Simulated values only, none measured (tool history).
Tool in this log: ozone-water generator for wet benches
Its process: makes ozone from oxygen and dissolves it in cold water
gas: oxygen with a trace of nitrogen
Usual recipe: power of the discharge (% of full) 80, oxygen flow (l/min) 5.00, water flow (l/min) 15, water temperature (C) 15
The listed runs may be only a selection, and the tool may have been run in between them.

run,hour,power of the discharge (% of full),oxygen flow (l/min),water flow (l/min),water temperature (C),dissolved ozone (ppm),ozone in the gas ahead of the water (g/m3)
1,0.0,80,5.00,15,15,42.0,297.6
2,56.8,80,5.00,15,15,42.2,296.4
3,82.3,80,5.00,15,15,42.7,298.2
4,128.6,80,5.00,15,15,42.1,299.2
5,180.3,80,5.00,19,15,36.3,296.1
6,226.3,80,5.00,15,15,42.4,296.4
7,283.8,80,7.53,15,15,37.9,223.3
8,313.1,58,7.53,15,15,30.0,173.3
9,367.4,80,5.00,14,15,44.4,297.0
10,397.2,80,5.00,14,15,44.2,296.2
11,442.9,80,5.00,14,15,44.4,293.0
12,473.3,80,5.00,14,15,43.7,295.0
13,500.0,80,5.00,15,15,42.3,296.1
14,532.1,80,5.00,15,15,42.3,294.7
15,583.3,80,5.00,15,15,42.2,291.5
16,637.4,77,5.00,15,15,41.4,286.5
17,693.3,77,5.00,15,15,40.8,284.0

Expected results for the next run?
# hour 743.8: contactor cleaned
18,743.8,90,3.86,15,8,?,?

Logged for run 18: dissolved ozone (ppm) 52.2, ozone in the gas ahead of the water (g/m3) 383.0.
With the hidden condition absent and the run-to-run variation left alone, this run would have shown dissolved ozone (ppm) 52.2, ozone in the gas ahead of the water (g/m3) 390.5.

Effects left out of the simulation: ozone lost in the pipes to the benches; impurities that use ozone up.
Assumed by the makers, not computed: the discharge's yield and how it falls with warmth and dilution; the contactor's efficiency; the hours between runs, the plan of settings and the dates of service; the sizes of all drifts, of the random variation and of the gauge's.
